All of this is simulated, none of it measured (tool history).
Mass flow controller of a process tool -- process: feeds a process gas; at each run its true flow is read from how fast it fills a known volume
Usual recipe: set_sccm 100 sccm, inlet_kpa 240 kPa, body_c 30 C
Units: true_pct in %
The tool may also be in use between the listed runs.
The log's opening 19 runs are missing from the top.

run    hour  set_sccm  inlet_kpa  body_c  true_pct
 20  3859.0       100        240      21     98.91
 21  3992.0        96        147      40     97.89
 22  4119.0        96        244      40     97.76
 23  4292.1       100        240      34     98.23
 24  4407.6       100        170      20     99.05
 25  4584.7        75        162      34     97.92
 26  4851.9        22        272      34     97.13
 27  5091.9       153        188      29     99.21
 28  5344.3        37        188      30     97.69
 29  5600.7        37        188      30     97.68
 30  5870.4        82        155      25     98.59
 31  5996.8        42        155      25     98.15

Forecast each of these 4 alternatives for the next run:
  A  6181.5        27        168      30         ?
  B  6181.5        34        240      33         ?
  C  6181.5       162        148      38         ?
  D  6181.5       127        240      23         ?

run  true_pct
  A     97.62
  B     97.42
  C     98.88
  D     99.19
The same runs, with their run-to-run variation unchanged, on a tool lacking any hidden condition would have given:
run  true_pct
  A     97.62
  B     97.42
  C     98.88
  D     99.19
